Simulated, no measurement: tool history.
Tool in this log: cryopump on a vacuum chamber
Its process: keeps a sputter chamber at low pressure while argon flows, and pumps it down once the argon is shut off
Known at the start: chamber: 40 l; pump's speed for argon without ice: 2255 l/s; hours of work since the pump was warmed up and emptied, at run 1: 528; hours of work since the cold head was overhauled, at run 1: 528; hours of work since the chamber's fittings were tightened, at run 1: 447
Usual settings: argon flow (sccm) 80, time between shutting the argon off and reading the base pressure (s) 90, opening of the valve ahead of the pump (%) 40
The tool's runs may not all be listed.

run,hour,argon flow (sccm),time between shutting the argon off and reading the base pressure (s),opening of the valve ahead of the pump (%),hours of work since the pump was warmed up and emptied,hours of work since the cold head was overhauled,hours of work since the chamber's fittings were tightened,pressure while argon flows (Pa),pressure after the wait (uPa)
1,0,80,90,40,528,528,447,0.1586,1.12
2,12,80,90,40,536,536,455,0.1566,1.14
3,20.7,34,90,40,542,542,461,0.0661,1.13
4,41.1,80,90,29,556,556,474,0.2114,1.1
5,53.4,80,90,29,564,564,482,0.2147,1.15
6,62.2,80,90,40,570,570,488,0.157,1.1
7,79.5,80,90,40,581,581,500,0.1566,1.18
8,92.7,80,90,40,590,590,509,0.1569,1.17
9,101.4,80,118,40,596,596,514,0.1566,1.03
10,114.2,80,118,40,604,604,523,0.1562,1
11,124,80,90,40,611,611,529,0.1561,1.19
12,141,44,90,40,622,622,541,0.0856,1.24
13,151.6,44,90,40,629,629,548,0.0879,1.22
14,170.8,94,90,40,642,642,561,0.1864,1.2
15,191.3,94,90,40,656,656,574,0.1855,1.21
16,208.8,94,90,40,667,667,586,0.1851,1.23
17,228,80,184,40,680,680,599,0.1581,0.98
18,239.3,80,184,24,688,688,606,0.26,0.98
19,248.2,145,49,51,694,694,612,0.2292,1.73
20,265.8,145,49,51,705,705,624,0.2272,1.75
21,285.6,34,118,53,719,719,637,0.0513,1.18
22,297.7,34,118,53,727,727,645,0.0512,1.17

The next listed run, before its measurement:
23,310.5,80,48,34,735,735,654,?,?

pressure while argon flows (Pa): 0.1854
pressure after the wait (uPa): 1.81
The same run, on a tool lacking any hidden state, would have yielded pressure while argon flows (Pa) 0.1765, pressure after the wait (uPa) 1.19.
